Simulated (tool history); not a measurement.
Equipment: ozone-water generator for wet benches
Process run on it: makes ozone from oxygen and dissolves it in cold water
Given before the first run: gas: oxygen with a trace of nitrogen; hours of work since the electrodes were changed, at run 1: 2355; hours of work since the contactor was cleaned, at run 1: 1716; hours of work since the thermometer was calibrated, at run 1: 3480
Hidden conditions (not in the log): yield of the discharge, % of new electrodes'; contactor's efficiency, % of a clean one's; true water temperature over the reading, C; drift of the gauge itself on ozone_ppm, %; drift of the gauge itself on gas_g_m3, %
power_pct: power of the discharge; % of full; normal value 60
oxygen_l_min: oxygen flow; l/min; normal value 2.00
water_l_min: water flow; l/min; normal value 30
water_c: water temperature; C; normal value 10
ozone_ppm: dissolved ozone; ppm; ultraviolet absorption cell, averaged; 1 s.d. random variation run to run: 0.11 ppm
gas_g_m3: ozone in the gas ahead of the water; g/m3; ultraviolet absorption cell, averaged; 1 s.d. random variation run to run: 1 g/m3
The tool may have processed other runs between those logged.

run    hour  power_pct  oxygen_l_min  water_l_min  water_c  hours of work since the electrodes were changed  hours of work since the contactor was cleaned  hours of work since the thermometer was calibrated  ozone_ppm  gas_g_m3
  1     0.0         60          2.00           30       10                                             2355                                           1716                                                3480        7.1     155.6
  2   131.2         60          2.00           30       17                                             2467                                           1827                                                3592        6.6     152.0
  3   250.2         60          2.00           33       17                                             2569                                           1929                                                3693        5.8     152.4
      272.8  -- contactor cleaned
  4   345.9         60          1.70           30       10                                             2647                                             62                                                3771        7.0     168.8
  5   520.2         60          1.70           30       10                                             2795                                            211                                                3920        6.8     167.5
  6   630.5         60          1.70           30       10                                             2889                                            305                                                4014        6.8     166.6
      776.0  -- water thermometer calibrated
  7   825.1         60          1.95           30       10                                             3055                                            470                                                  42        6.8     150.7
  8   956.7         60          1.95           30       10                                             3167                                            582                                                 154        6.7     149.5
  9  1145.2         60          2.00           26       10                                             3327                                            743                                                 315        7.9     147.1
 10  1339.6         60          2.00           26       10                                             3493                                            909                                                 480        7.6     145.1
 11  1507.7         60          2.00           26       10                                             3636                                           1052                                                 624        7.7     143.4
 12  1702.1         60          2.00           26       10                                             3802                                           1218                                                 789        7.4     141.1
 13  1795.0         60          2.00           26       10                                             3881                                           1297                                                 868        7.4     142.2
 14  1995.6         60          2.00           30       10                                             4052                                           1468                                                1039        6.3     139.7
 15  2136.2         60          2.00           30       10                                             4172                                           1587                                                1159        6.3     138.7
 16  2266.6         60          2.00           30       10                                             4283                                           1699                                                1270        6.1     137.8
 17  2411.3         60          2.00           35       10                                             4406                                           1822                                                1394        5.2     136.2
 18  2520.6         55          3.52           46       12                                             4500                                           1915                                                1487        4.1      89.9
     2560.1  -- contactor cleaned
 19  2617.8         82          3.08           46       14                                             4579                                             49                                                1566        4.9     113.5
 20  2746.0         80          1.28           30        5                                             4688                                            158                                                1675        6.5     201.7
 21  2840.6         60          2.00           33       10                                             4769                                            239                                                1756        5.7     133.0
 22  2960.6         60          2.00           33       18                                             4871                                            341                                                1858        5.4     132.8
 23  3119.9         60          2.00           33       18                                             5007                                            477                                                1994        5.3     130.7
 24  3233.5         60          2.00           42       10                                             5104                                            574                                                2091        4.3     128.9
 25  3347.9         60          2.86           23       10                                             5201                                            671                                                2188        8.3     101.1
 26  3499.6         60          2.86           21       10                                             5330                                            801                                                2318        8.6     100.0
     3553.8  -- electrodes of the discharge changed
 27  3679.3         42          2.86           21       14                                              107                                            949                                                2466        9.5     112.6
 28  3812.0         68          1.11           20       17                                              220                                           1062                                                2579       11.0     276.3

Run 29, settings as shown, results not yet in. Your forecast:
 29  3995.8         83          2.00           46       10                                              377                                           1218                                                2735          ?         ?

ozone_ppm: 6.1 ppm
gas_g_m3: 202.0 g/m3
If the tool had no hidden condition, the same run with the same run-to-run variation would have returned ozone_ppm 6.4 ppm, gas_g_m3 204.6 g/m3.

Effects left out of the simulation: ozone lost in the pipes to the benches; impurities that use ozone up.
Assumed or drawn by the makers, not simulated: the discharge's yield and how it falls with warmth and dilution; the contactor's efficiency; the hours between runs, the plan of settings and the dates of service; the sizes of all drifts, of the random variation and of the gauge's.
